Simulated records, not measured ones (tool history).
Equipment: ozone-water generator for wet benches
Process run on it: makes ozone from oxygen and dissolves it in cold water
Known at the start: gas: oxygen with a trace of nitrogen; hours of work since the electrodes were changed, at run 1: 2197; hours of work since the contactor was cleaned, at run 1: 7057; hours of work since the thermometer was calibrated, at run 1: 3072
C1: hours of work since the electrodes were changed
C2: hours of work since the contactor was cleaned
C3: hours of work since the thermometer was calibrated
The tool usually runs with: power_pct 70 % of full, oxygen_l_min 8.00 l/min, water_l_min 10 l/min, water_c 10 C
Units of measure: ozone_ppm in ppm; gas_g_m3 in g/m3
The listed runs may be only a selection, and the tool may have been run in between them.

Run 1, hour 0.0: usual settings; C1 2197; C2 7057; C3 3072. Result: ozone_ppm 63.6 ppm, gas_g_m3 277.3 g/m3.
Run 2, hour 87.1: usual settings; C1 2270; C2 7131; C3 3145. Result: ozone_ppm 63.2 ppm, gas_g_m3 279.6 g/m3.
Run 3, hour 143.9: usual settings; C1 2318; C2 7178; C3 3193. Result: ozone_ppm 64.0 ppm, gas_g_m3 279.4 g/m3.
Run 4, hour 223.0: usual settings; C1 2385; C2 7245; C3 3259. Result: ozone_ppm 64.5 ppm, gas_g_m3 279.4 g/m3.
Run 5, hour 276.7: usual settings; C1 2430; C2 7290; C3 3304. Result: ozone_ppm 63.2 ppm, gas_g_m3 276.7 g/m3.
Run 6, hour 327.1: usual settings; C1 2472; C2 7333; C3 3347. Result: ozone_ppm 64.3 ppm, gas_g_m3 278.8 g/m3.
Run 7, hour 385.9: usual settings; C1 2522; C2 7382; C3 3396. Result: ozone_ppm 63.2 ppm, gas_g_m3 277.9 g/m3.
Run 8, hour 434.4: usual settings but power_pct 95 % of full, oxygen_l_min 12.66 l/min, water_c 16 C; C1 2563; C2 7423; C3 3437. Result: ozone_ppm 69.2 ppm, gas_g_m3 305.4 g/m3.
Run 9, hour 507.5: usual settings but power_pct 51 % of full, oxygen_l_min 4.51 l/min, water_l_min 6 l/min; C1 2624; C2 7484; C3 3499. Result: ozone_ppm 62.0 ppm, gas_g_m3 257.0 g/m3.
At hour 609.8: water thermometer calibrated.
Run 10, hour 618.3: usual settings but power_pct 51 % of full, oxygen_l_min 4.51 l/min, water_l_min 6 l/min; C1 2717; C2 7577; C3 7. Result: ozone_ppm 62.6 ppm, gas_g_m3 256.0 g/m3.
Run 11, hour 665.1: usual settings but water_l_min 13 l/min; C1 2757; C2 7617; C3 47. Result: ozone_ppm 54.4 ppm, gas_g_m3 278.5 g/m3.
Run 12, hour 733.7: usual settings but water_l_min 11 l/min; C1 2814; C2 7674; C3 104. Result: ozone_ppm 60.4 ppm, gas_g_m3 275.4 g/m3.

Consider 4 possible next runs. They are alternatives, not a sequence: every one starts from the tool as it was left by run 12. What does each give?
Run A, hour 783.1: usual settings but oxygen_l_min 9.51 l/min, water_l_min 15 l/min; C1 2856; C2 7716; C3 146. Result: ozone_ppm ?, gas_g_m3 ?.
Run B, hour 783.1: usual settings but power_pct 96 % of full, oxygen_l_min 13.40 l/min, water_c 18 C; C1 2856; C2 7716; C3 146. Result: ozone_ppm ?, gas_g_m3 ?.
Run C, hour 783.1: usual settings but oxygen_l_min 9.95 l/min; C1 2856; C2 7716; C3 146. Result: ozone_ppm ?, gas_g_m3 ?.
Run D, hour 783.1: usual settings but oxygen_l_min 11.88 l/min, water_l_min 14 l/min, water_c 7 C; C1 2856; C2 7716; C3 146. Result: ozone_ppm ?, gas_g_m3 ?.

run  ozone_ppm  gas_g_m3
  A       50.7     262.9
  B       65.6     301.1
  C       63.4     256.1
  D       56.6     241.5
Without the tool's hidden state the same runs would have given:
run  ozone_ppm  gas_g_m3
  A       50.7     265.4
  B       65.7     304.2
  C       63.5     258.6
  D       56.7     243.9
